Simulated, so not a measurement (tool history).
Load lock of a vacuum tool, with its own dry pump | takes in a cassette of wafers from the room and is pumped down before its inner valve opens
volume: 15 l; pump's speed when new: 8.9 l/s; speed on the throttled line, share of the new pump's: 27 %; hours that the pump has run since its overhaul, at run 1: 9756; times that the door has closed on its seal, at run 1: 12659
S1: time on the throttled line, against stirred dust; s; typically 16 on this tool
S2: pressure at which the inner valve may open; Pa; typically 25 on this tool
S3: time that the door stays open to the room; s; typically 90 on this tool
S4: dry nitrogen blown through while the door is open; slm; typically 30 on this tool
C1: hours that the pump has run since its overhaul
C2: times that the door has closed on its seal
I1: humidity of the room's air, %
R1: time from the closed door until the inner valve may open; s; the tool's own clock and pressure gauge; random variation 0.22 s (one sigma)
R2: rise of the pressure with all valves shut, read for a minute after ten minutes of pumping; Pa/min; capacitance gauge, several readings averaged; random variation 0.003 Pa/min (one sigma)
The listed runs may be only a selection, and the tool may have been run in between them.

run 1 hour=0 | S1=16 S2=25 S3=90 S4=30 | C1=9756 C2=12659 | I1=44.5 | R1=25.7 R2=0.048
run 2 hour=159 | S1=16 S2=25 S3=90 S4=30 | C1=9915 C2=12921 | I1=42.2 | R1=25.6 R2=0.052
run 3 hour=318.4 | S1=16 S2=25 S3=90 S4=30 | C1=10074 C2=13184 | I1=45.2 | R1=25.4 R2=0.049
run 4 hour=436 | S1=16 S2=25 S3=37 S4=30 | C1=10192 C2=13378 | I1=42.4 | R1=25.7 R2=0.032
run 5 hour=525.7 | S1=16 S2=25 S3=37 S4=30 | C1=10281 C2=13526 | I1=41.6 | R1=25.6 R2=0.028
run 6 hour=659.1 | S1=16 S2=43 S3=37 S4=30 | C1=10415 C2=13746 | I1=44.8 | R1=24.7 R2=0.034
run 7 hour=801.6 | S1=16 S2=25 S3=90 S4=30 | C1=10557 C2=13980 | I1=45.4 | R1=25.4 R2=0.053
run 8 hour=891.1 | S1=16 S2=25 S3=90 S4=30 | C1=10647 C2=14128 | I1=47.1 | R1=25.8 R2=0.051
run 9 hour=1004.9 | S1=16 S2=25 S3=90 S4=30 | C1=10761 C2=14315 | I1=42.7 | R1=25.5 R2=0.049
run 10 hour=1180.7 | S1=16 S2=25 S3=90 S4=30 | C1=10936 C2=14605 | I1=44.1 | R1=26.1 R2=0.052
run 11 hour=1325.6 | S1=16 S2=25 S3=90 S4=30 | C1=11081 C2=14844 | I1=47.7 | R1=25.5 R2=0.054
run 12 hour=1424.5 | S1=16 S2=25 S3=80 S4=30 | C1=11180 C2=15007 | I1=48.3 | R1=25.7 R2=0.048
run 13 hour=1563.3 | S1=16 S2=25 S3=90 S4=30 | C1=11319 C2=15236 | I1=44.8 | R1=25.5 R2=0.058
run 14 hour=1674.9 | S1=16 S2=25 S3=186 S4=30 | C1=11431 C2=15420 | I1=47.7 | R1=25.8 R2=0.085
run 15 hour=1879.7 | S1=16 S2=25 S3=90 S4=5 | C1=11635 C2=15757 | I1=44.8 | R1=26 R2=0.115
run 16 hour=2097.6 | S1=8 S2=25 S3=90 S4=30 | C1=11853 C2=16116 | I1=44.8 | R1=19.9 R2=0.048
run 17 hour=2297.2 | S1=16 S2=25 S3=90 S4=30 | C1=12053 C2=16445 | I1=43.5 | R1=25.9 R2=0.049
run 18 hour=2432.5 | S1=16 S2=25 S3=174 S4=30 | C1=12188 C2=16668 | I1=47.8 | R1=26 R2=0.089
run 19 hour=2609.5 | S1=16 S2=25 S3=174 S4=30 | C1=12365 C2=16960 | I1=44.4 | R1=25.9 R2=0.075
run 20 hour=2703.5 | S1=16 S2=25 S3=90 S4=13 | C1=12459 C2=17115 | I1=44.9 | R1=25.4 R2=0.078
run 21 hour=2872.2 | S1=9 S2=25 S3=90 S4=17 | C1=12628 C2=17393 | I1=43.2 | R1=20.6 R2=0.07
run 22 hour=3068.4 | S1=9 S2=25 S3=90 S4=17 | C1=12824 C2=17716 | I1=42.3 | R1=20.4 R2=0.07
run 23 hour=3190.4 | S1=9 S2=24 S3=77 S4=17 | C1=12946 C2=17917 | I1=43.4 | R1=20.6 R2=0.064
run 24 hour=3332.1 | S1=16 S2=28 S3=90 S4=30 | C1=13088 C2=18151 | I1=47.1 | R1=25.3 R2=0.056
run 25 hour=3445.3 | S1=16 S2=28 S3=90 S4=30 | C1=13201 C2=18337 | I1=46.8 | R1=25.5 R2=0.057
run 26 hour=3615.1 | S1=16 S2=22 S3=90 S4=16 | C1=13371 C2=18617 | I1=42.6 | R1=25.5 R2=0.069
run 27 hour=3740.2 | S1=16 S2=22 S3=90 S4=16 | C1=13496 C2=18823 | I1=45.7 | R1=26.2 R2=0.078
run 28 hour=3908.4 | S1=16 S2=22 S3=90 S4=16 | C1=13664 C2=19100 | I1=48.1 | R1=25.8 R2=0.079
run 29 hour=4104.5 | S1=10 S2=20 S3=90 S4=21 | C1=13860 C2=19423 | I1=43.7 | R1=22.1 R2=0.065
run 30 hour=4325.7 | S1=10 S2=29 S3=78 S4=21 | C1=14081 C2=19788 | I1=46 | R1=21.1 R2=0.056
run 31 hour=4459.8 | S1=8 S2=23 S3=85 S4=8 | C1=14215 C2=20009 | I1=41.2 | R1=20.1 R2=0.086
run 32 hour=4607.6 | S1=12 S2=46 S3=58 S4=30 | C1=14363 C2=20252 | I1=44.1 | R1=21.6 R2=0.039
run 33 hour=4738.4 | S1=12 S2=18 S3=92 S4=30 | C1=14494 C2=20468 | I1=45 | R1=23.3 R2=0.053
run 34 hour=4878.9 | S1=12 S2=18 S3=92 S4=30 | C1=14635 C2=20699 | I1=43.7 | R1=23.4 R2=0.054

4 options for the next run, each taken on its own from the tool as it stands now. Forecast them:
run A hour=5046 | S1=12 S2=18 S3=41 S4=30 | C1=14802 C2=20975 | I1=44.7 | R1=? R2=?
run B hour=5046 | S1=12 S2=32 S3=92 S4=30 | C1=14802 C2=20975 | I1=45.3 | R1=? R2=?
run C hour=5046 | S1=31 S2=25 S3=90 S4=30 | C1=14802 C2=20975 | I1=48.2 | R1=? R2=?
run D hour=5046 | S1=8 S2=42 S3=92 S4=30 | C1=14802 C2=20975 | I1=43 | R1=? R2=?

run=A R1=23.4 R2=0.027
run=B R1=22.3 R2=0.055
run=C R1=36.8 R2=0.058
run=D R1=18.9 R2=0.05
Without the tool's unlogged condition, the same runs would have read:
run=A R1=23.4 R2=0.027
run=B R1=22.3 R2=0.054
run=C R1=36.8 R2=0.057
run=D R1=18.8 R2=0.049
